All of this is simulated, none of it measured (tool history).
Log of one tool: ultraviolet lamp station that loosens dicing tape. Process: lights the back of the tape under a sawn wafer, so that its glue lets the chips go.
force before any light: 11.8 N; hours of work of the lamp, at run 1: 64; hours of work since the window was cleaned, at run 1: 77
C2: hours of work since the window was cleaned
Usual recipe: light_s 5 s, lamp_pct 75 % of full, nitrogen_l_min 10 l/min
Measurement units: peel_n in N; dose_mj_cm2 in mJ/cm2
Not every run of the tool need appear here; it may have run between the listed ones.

run 1 hour=0.0 | light_s=5 lamp_pct=75 nitrogen_l_min=10 | hours_of_work_of_the_lamp=64 C2=77 | peel_n=1.683 dose_mj_cm2=516
run 2 hour=6.1 | light_s=5 lamp_pct=75 nitrogen_l_min=8 | hours_of_work_of_the_lamp=67 C2=80 | peel_n=1.892 dose_mj_cm2=515
run 3 hour=16.5 | light_s=5 lamp_pct=75 nitrogen_l_min=8 | hours_of_work_of_the_lamp=72 C2=85 | peel_n=1.900 dose_mj_cm2=514
run 4 hour=23.7 | light_s=7 lamp_pct=75 nitrogen_l_min=10 | hours_of_work_of_the_lamp=75 C2=89 | peel_n=0.870 dose_mj_cm2=725
-- hour=25.1 window cleaned of glue's vapour
run 5 hour=33.4 | light_s=7 lamp_pct=75 nitrogen_l_min=10 | hours_of_work_of_the_lamp=79 C2=4 | peel_n=0.896 dose_mj_cm2=717
run 6 hour=42.7 | light_s=7 lamp_pct=75 nitrogen_l_min=10 | hours_of_work_of_the_lamp=84 C2=8 | peel_n=0.889 dose_mj_cm2=710
-- hour=49.5 window cleaned of glue's vapour, once more
run 7 hour=51.4 | light_s=2 lamp_pct=72 nitrogen_l_min=11 | hours_of_work_of_the_lamp=88 C2=1 | peel_n=5.353 dose_mj_cm2=202
run 8 hour=57.3 | light_s=2 lamp_pct=72 nitrogen_l_min=11 | hours_of_work_of_the_lamp=91 C2=4 | peel_n=5.470 dose_mj_cm2=200
run 9 hour=62.8 | light_s=2 lamp_pct=100 nitrogen_l_min=17 | hours_of_work_of_the_lamp=93 C2=6 | peel_n=3.505 dose_mj_cm2=277
run 10 hour=67.5 | light_s=2 lamp_pct=60 nitrogen_l_min=9 | hours_of_work_of_the_lamp=96 C2=9 | peel_n=6.293 dose_mj_cm2=167
run 11 hour=74.8 | light_s=2 lamp_pct=60 nitrogen_l_min=9 | hours_of_work_of_the_lamp=99 C2=12 | peel_n=6.393 dose_mj_cm2=168
run 12 hour=80.4 | light_s=2 lamp_pct=60 nitrogen_l_min=9 | hours_of_work_of_the_lamp=102 C2=15 | peel_n=6.433 dose_mj_cm2=166

Take each entry between the runs: how does the hidden state at the last listed run before it differ from the hidden state at the first listed run after it?
Logged between run 4 and run 5: window cleaned of glue's vapour (hour 25.1)
  lamp's light, % of a new lamp's: 96.2 -> 96.1; light that the window lets through, % of a clean one's: 97.5 -> 96.4
  difference, measured minus the result without the unlogged condition, peel_n: +0.111 -> +0.137 N; dose_mj_cm2: -47 -> -57 mJ/cm2
Logged between run 6 and run 7: window cleaned of glue's vapour, once more (hour 49.5)
  lamp's light, % of a new lamp's: 96 -> 95.9; light that the window lets through, % of a clean one's: 96.3 -> 99.9
  difference, measured minus the result without the unlogged condition, peel_n: +0.139 -> +0.185 N; dose_mj_cm2: -58 -> -9 mJ/cm2
